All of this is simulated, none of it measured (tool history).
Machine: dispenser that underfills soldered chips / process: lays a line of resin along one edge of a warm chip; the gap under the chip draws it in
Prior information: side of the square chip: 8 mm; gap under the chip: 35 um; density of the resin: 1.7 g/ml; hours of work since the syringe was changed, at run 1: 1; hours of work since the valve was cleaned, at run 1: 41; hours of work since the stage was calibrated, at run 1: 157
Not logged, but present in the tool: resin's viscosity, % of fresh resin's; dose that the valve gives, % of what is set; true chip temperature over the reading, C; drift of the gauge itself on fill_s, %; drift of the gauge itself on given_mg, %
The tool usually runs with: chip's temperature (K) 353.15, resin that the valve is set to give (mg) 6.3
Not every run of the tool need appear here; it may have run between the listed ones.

run   hour  chip's temperature (K)  resin that the valve is set to give (mg)  hours of work since the syringe was changed  hours of work since the valve was cleaned  hours of work since the stage was calibrated  time until the resin shows at the far edge (s)  resin that the valve gave (mg)
  1      0                  353.15                                       6.3                                            1                                         41                                           157                                           127.3                            5.98
  2    5.2                  353.15                                      7.55                                            5                                         46                                           161                                           154.6                            7.18
         7  -- new syringe of resin
  3    8.3                  353.15                                      7.55                                            1                                         48                                           164                                           125.4                            7.32
  4   13.1                  353.15                                      7.55                                            5                                         52                                           167                                           155.5                            7.27
      15.4  -- new syringe of resin
  5   18.4                  353.15                                      7.55                                            2                                         56                                           171                                           136.8                            7.17
        24  -- new syringe of resin
  6   24.7                  353.15                                      7.55                                            1                                         60                                           176                                           124.7                            7.15
  7   28.4                  353.15                                      6.26                                            3                                         63                                           179                                           147.7                            5.98
      32.4  -- new syringe of resin
  8   33.3                  353.15                                       6.3                                            1                                         67                                           183                                             126                             5.9
  9   39.3                  339.15                                       6.3                                            5                                         72                                           187                                           252.8                            5.92
      41.1  -- new syringe of resin
 10   43.1                  339.15                                       6.3                                            2                                         75                                           190                                           201.1                            5.84
 11   47.4                  339.15                                       6.3                                            5                                         78                                           194                                           246.3                            5.88
      49.9  -- new syringe of resin
 12   51.1                  342.15                                       6.3                                            1                                         81                                           196                                           181.4                            5.89
 13   54.2                  342.15                                       6.3                                            3                                         83                                           199                                           212.6                            5.86
      58.5  -- new syringe of resin
 14   59.9                  342.15                                       6.3                                            1                                         87                                           203                                           183.7                            5.78
 15   63.1                  342.15                                       6.3                                            4                                         90                                           206                                           207.6                            5.83
      66.8  -- new syringe of resin
 16   68.2                  353.15                                       6.3                                            1                                         94                                           210                                           129.4                            5.86
 17   73.3                  353.15                                       6.3                                            5                                         98                                           214                                           159.6                            5.84
      75.2  -- new syringe of resin
 18   78.2                  353.15                                       6.3                                            2                                        101                                           217                                           137.2                             5.8
        82  -- dispensing valve cleaned and set on the balance
 19   82.8                  353.15                                      7.09                                            5                                          1                                           220                                           157.7                            7.07
      84.8  -- new syringe of resin
 20     88                  353.15                                      6.98                                            3                                          4                                           224                                           134.9                               7
 21   91.5                  355.15                                       6.3                                            5                                          7                                           227                                           144.7                            6.29
      93.2  -- new syringe of resin
 22   95.9                  351.15                                       5.5                                            2                                         11                                           230                                           145.4                            5.53
 23  100.3                  354.15                                      7.77                                            6                                         14                                           234                                           152.5                            7.65
     101.9  -- new syringe of resin
 24  106.3                  344.15                                      6.59                                            4                                         19                                           238                                           187.1                            6.41
     110.6  -- new syringe of resin
 25  112.3                  353.15                                      8.07                                            1                                         23                                           243                                           122.7                            7.91
 26  114.8                  363.15                                      5.49                                            3                                         25                                           245                                           104.6                            5.44
 27    118                  349.15                                      5.42                                            6                                         28                                           247                                           183.6                            5.25
       119  -- new syringe of resin
 28  122.1                  349.15                                      5.42                                            2                                         31                                           250                                           157.3                            5.28
 29  125.4                  364.15                                      6.92                                            5                                         33                                           253                                           110.4                            6.77
     127.6  -- new syringe of resin
 30  130.1                  364.15                                      6.92                                            2                                         37                                           256                                            93.4                            6.65

Run 31 has not been measured yet. What should we expect?
       136  -- new syringe of resin
 31  136.4                  364.15                                      6.92                                            0                                         42                                           261                                               ?                               ?

Run 31 measured time until the resin shows at the far edge (s) 87.3, resin that the valve gave (mg) 6.77.
The same run, on a tool lacking any hidden state, would have yielded time until the resin shows at the far edge (s) 91.2, resin that the valve gave (mg) 7.01.

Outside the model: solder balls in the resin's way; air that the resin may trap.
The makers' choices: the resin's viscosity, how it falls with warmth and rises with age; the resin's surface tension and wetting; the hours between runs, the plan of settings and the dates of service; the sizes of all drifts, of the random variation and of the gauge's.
